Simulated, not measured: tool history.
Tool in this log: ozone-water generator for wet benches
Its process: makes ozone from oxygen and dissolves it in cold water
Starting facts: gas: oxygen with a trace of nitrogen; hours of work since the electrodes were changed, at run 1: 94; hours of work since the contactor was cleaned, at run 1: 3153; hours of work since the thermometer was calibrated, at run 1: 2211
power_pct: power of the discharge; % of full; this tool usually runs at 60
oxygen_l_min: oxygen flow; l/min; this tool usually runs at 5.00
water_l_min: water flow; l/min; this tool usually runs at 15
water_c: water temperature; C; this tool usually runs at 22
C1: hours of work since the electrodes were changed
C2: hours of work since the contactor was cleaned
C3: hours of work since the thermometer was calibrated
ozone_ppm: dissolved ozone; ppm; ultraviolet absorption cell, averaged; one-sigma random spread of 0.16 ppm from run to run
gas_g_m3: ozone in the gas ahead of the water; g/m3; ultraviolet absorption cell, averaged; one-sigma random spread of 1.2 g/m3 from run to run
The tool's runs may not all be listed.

run 1 hour=0.0 | power_pct=60 oxygen_l_min=5.00 water_l_min=15 water_c=22 | C1=94 C2=3153 C3=2211 | ozone_ppm=19.7 gas_g_m3=226.0
run 2 hour=78.6 | power_pct=60 oxygen_l_min=5.00 water_l_min=15 water_c=22 | C1=154 C2=3213 C3=2271 | ozone_ppm=19.9 gas_g_m3=226.1
run 3 hour=134.8 | power_pct=60 oxygen_l_min=5.00 water_l_min=15 water_c=22 | C1=198 C2=3257 C3=2314 | ozone_ppm=19.7 gas_g_m3=225.1
run 4 hour=178.1 | power_pct=60 oxygen_l_min=5.00 water_l_min=15 water_c=25 | C1=231 C2=3290 C3=2348 | ozone_ppm=18.5 gas_g_m3=225.6
run 5 hour=236.2 | power_pct=60 oxygen_l_min=5.00 water_l_min=15 water_c=25 | C1=276 C2=3335 C3=2393 | ozone_ppm=18.6 gas_g_m3=227.4
run 6 hour=283.9 | power_pct=60 oxygen_l_min=5.00 water_l_min=15 water_c=25 | C1=313 C2=3371 C3=2429 | ozone_ppm=18.8 gas_g_m3=223.4
-- hour=351.2 contactor cleaned
run 7 hour=355.7 | power_pct=60 oxygen_l_min=5.00 water_l_min=15 water_c=25 | C1=365 C2=3 C3=2482 | ozone_ppm=20.0 gas_g_m3=224.3
run 8 hour=418.3 | power_pct=60 oxygen_l_min=5.00 water_l_min=15 water_c=25 | C1=413 C2=52 C3=2530 | ozone_ppm=20.0 gas_g_m3=225.2
run 9 hour=486.2 | power_pct=60 oxygen_l_min=5.00 water_l_min=15 water_c=25 | C1=465 C2=104 C3=2582 | ozone_ppm=20.2 gas_g_m3=224.3
run 10 hour=539.3 | power_pct=41 oxygen_l_min=5.00 water_l_min=15 water_c=22 | C1=506 C2=145 C3=2623 | ozone_ppm=15.8 gas_g_m3=166.4
run 11 hour=576.8 | power_pct=41 oxygen_l_min=5.00 water_l_min=15 water_c=22 | C1=535 C2=174 C3=2652 | ozone_ppm=15.9 gas_g_m3=167.7
run 12 hour=625.6 | power_pct=41 oxygen_l_min=5.00 water_l_min=15 water_c=22 | C1=573 C2=211 C3=2690 | ozone_ppm=15.6 gas_g_m3=168.9
run 13 hour=682.1 | power_pct=60 oxygen_l_min=2.63 water_l_min=15 water_c=30 | C1=616 C2=255 C3=2733 | ozone_ppm=20.7 gas_g_m3=342.9
run 14 hour=763.0 | power_pct=60 oxygen_l_min=2.63 water_l_min=15 water_c=30 | C1=679 C2=317 C3=2796 | ozone_ppm=20.6 gas_g_m3=340.2
run 15 hour=822.0 | power_pct=51 oxygen_l_min=8.80 water_l_min=10 water_c=17 | C1=724 C2=363 C3=2841 | ozone_ppm=21.8 gas_g_m3=135.2
run 16 hour=886.1 | power_pct=51 oxygen_l_min=7.92 water_l_min=10 water_c=17 | C1=774 C2=412 C3=2890 | ozone_ppm=22.8 gas_g_m3=145.1
run 17 hour=960.2 | power_pct=68 oxygen_l_min=5.00 water_l_min=12 water_c=22 | C1=831 C2=469 C3=2947 | ozone_ppm=26.3 gas_g_m3=243.5
run 18 hour=1014.6 | power_pct=48 oxygen_l_min=3.69 water_l_min=15 water_c=14 | C1=873 C2=511 C3=2989 | ozone_ppm=20.5 gas_g_m3=228.1
run 19 hour=1086.6 | power_pct=48 oxygen_l_min=3.69 water_l_min=15 water_c=14 | C1=928 C2=567 C3=3045 | ozone_ppm=20.4 gas_g_m3=228.6
run 20 hour=1139.3 | power_pct=48 oxygen_l_min=3.69 water_l_min=15 water_c=14 | C1=969 C2=607 C3=3085 | ozone_ppm=20.6 gas_g_m3=228.9
run 21 hour=1207.9 | power_pct=62 oxygen_l_min=2.51 water_l_min=17 water_c=15 | C1=1022 C2=660 C3=3138 | ozone_ppm=22.0 gas_g_m3=355.3
run 22 hour=1245.7 | power_pct=57 oxygen_l_min=3.22 water_l_min=16 water_c=27 | C1=1051 C2=689 C3=3168 | ozone_ppm=18.6 gas_g_m3=285.7
run 23 hour=1292.1 | power_pct=52 oxygen_l_min=5.00 water_l_min=15 water_c=17 | C1=1087 C2=725 C3=3203 | ozone_ppm=19.9 gas_g_m3=197.5
run 24 hour=1328.3 | power_pct=61 oxygen_l_min=3.53 water_l_min=10 water_c=19 | C1=1114 C2=753 C3=3231 | ozone_ppm=31.3 gas_g_m3=280.6

Here are 5 independent what-if runs from the current tool condition. What would each one return?
run A hour=1408.8 | power_pct=61 oxygen_l_min=3.53 water_l_min=9 water_c=25 | C1=1176 C2=815 C3=3293 | ozone_ppm=? gas_g_m3=?
run B hour=1408.8 | power_pct=63 oxygen_l_min=2.92 water_l_min=10 water_c=19 | C1=1176 C2=815 C3=3293 | ozone_ppm=? gas_g_m3=?
run C hour=1408.8 | power_pct=61 oxygen_l_min=3.53 water_l_min=17 water_c=19 | C1=1176 C2=815 C3=3293 | ozone_ppm=? gas_g_m3=?
run D hour=1408.8 | power_pct=60 oxygen_l_min=5.00 water_l_min=15 water_c=15 | C1=1176 C2=815 C3=3293 | ozone_ppm=? gas_g_m3=?
run E hour=1408.8 | power_pct=89 oxygen_l_min=5.00 water_l_min=15 water_c=22 | C1=1176 C2=815 C3=3293 | ozone_ppm=? gas_g_m3=?

run=A ozone_ppm=30.2 gas_g_m3=281.4
run=B ozone_ppm=32.9 gas_g_m3=328.4
run=C ozone_ppm=20.2 gas_g_m3=280.1
run=D ozone_ppm=23.1 gas_g_m3=221.4
run=E ozone_ppm=27.3 gas_g_m3=293.3
Take away the tool's hidden state, keep each run's random variation, and the runs would have read:
run=A ozone_ppm=31.6 gas_g_m3=289.1
run=B ozone_ppm=34.4 gas_g_m3=337.7
run=C ozone_ppm=21.2 gas_g_m3=287.8
run=D ozone_ppm=24.2 gas_g_m3=227.4
run=E ozone_ppm=28.8 gas_g_m3=303.9
